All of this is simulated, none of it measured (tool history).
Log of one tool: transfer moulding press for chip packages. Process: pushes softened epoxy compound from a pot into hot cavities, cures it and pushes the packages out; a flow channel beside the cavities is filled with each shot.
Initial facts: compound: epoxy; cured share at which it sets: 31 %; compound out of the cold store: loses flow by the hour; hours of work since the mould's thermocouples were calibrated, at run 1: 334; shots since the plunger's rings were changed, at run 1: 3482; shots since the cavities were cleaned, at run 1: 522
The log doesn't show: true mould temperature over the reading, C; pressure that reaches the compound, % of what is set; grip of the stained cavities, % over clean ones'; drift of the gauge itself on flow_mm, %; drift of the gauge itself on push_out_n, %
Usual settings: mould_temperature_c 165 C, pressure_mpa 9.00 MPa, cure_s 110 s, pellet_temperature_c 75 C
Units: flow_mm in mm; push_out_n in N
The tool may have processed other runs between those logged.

run	hour	mould_temperature_c	pressure_mpa	cure_s	pellet_temperature_c	hours of work since the mould's thermocouples were calibrated	shots since the plunger's rings were changed	shots since the cavities were cleaned	incoming compound's hours out of the cold store	flow_mm	push_out_n
1	0.0	165	9.00	110	75	334	3482	522	30.8	743	627
2	20.4	165	9.00	110	70	351	3737	777	9.8	815	680
# hour 28.7: cavities cleaned with cleaning compound and waxed
3	39.8	165	9.00	110	75	365	3960	139	47.6	679	552
4	67.2	165	9.00	110	75	387	4301	480	16.5	783	633
5	93.0	165	9.00	110	75	407	4623	802	34.6	717	674
# hour 99.1: cavities cleaned with cleaning compound and waxed
6	111.0	164	9.00	110	75	420	4829	148	20.1	764	553
7	126.9	164	9.00	110	75	433	5027	346	39.0	697	605
# hour 131.0: plunger's sealing rings changed
8	151.9	164	9.00	110	75	451	260	627	25.4	802	654
9	164.1	164	9.00	110	75	461	413	780	19.5	849	728
# hour 172.6: cavities cleaned with cleaning compound and waxed
10	188.6	164	9.00	110	75	479	699	200	33.5	778	560
11	204.5	165	9.00	110	75	492	898	399	21.4	809	606
12	231.2	165	10.05	110	75	513	1230	731	19.8	867	675
# hour 242.4: cavities cleaned with cleaning compound and waxed
13	247.8	165	9.00	110	75	525	1419	67	40.4	734	492
# hour 251.6: mould's thermocouples calibrated
14	273.4	165	9.00	141	75	17	1714	362	39.8	741	547
15	296.7	168	9.80	141	75	36	2004	652	33.3	768	612
# hour 314.2: cavities cleaned with cleaning compound and waxed
16	327.2	168	9.80	141	75	59	2366	163	24.2	798	482
17	350.2	168	6.89	141	76	77	2652	449	41.8	616	536
# hour 366.1: mould's thermocouples calibrated, once more
18	377.2	169	7.75	121	72	9	2964	761	11.5	734	614
# hour 386.5: cavities cleaned with cleaning compound and waxed
19	399.7	166	8.96	93	74	26	3225	163	11.5	817	679
20	416.5	165	9.56	110	75	39	3436	374	10.1	831	628
21	429.0	165	9.00	95	70	49	3591	529	36.8	728	788
22	450.7	165	9.00	95	70	66	3862	800	45.4	698	829
# hour 456.8: cavities cleaned with cleaning compound and waxed
23	467.3	165	7.68	95	70	78	4051	131	38.2	663	657
24	495.9	170	9.00	100	75	101	4407	487	26.7	738	598
25	509.4	165	9.00	116	75	112	4576	656	26.3	744	648
# hour 526.9: cavities cleaned with cleaning compound and waxed
26	535.1	165	9.00	116	75	131	4877	102	25.2	751	512
# hour 551.7: plunger's sealing rings changed
27	556.5	165	9.00	116	75	146	60	338	15.9	854	556
28	582.0	173	8.77	110	75	166	378	656	8.5	815	574

3 ways to go on from here, each from the tool as it stands after run 28. What would each give?
A	596.2	170	7.93	111	75	178	555	833	26.2	?	?
B	596.2	167	8.77	110	77	178	555	833	43.7	?	?
C	596.2	160	9.00	110	80	178	555	833	44.5	?	?

run	flow_mm	push_out_n
A	738	628
B	723	622
C	768	913
Stripped of hidden state, with their random variation kept, the same runs would have yielded:
run	flow_mm	push_out_n
A	747	444
B	731	438
C	777	643
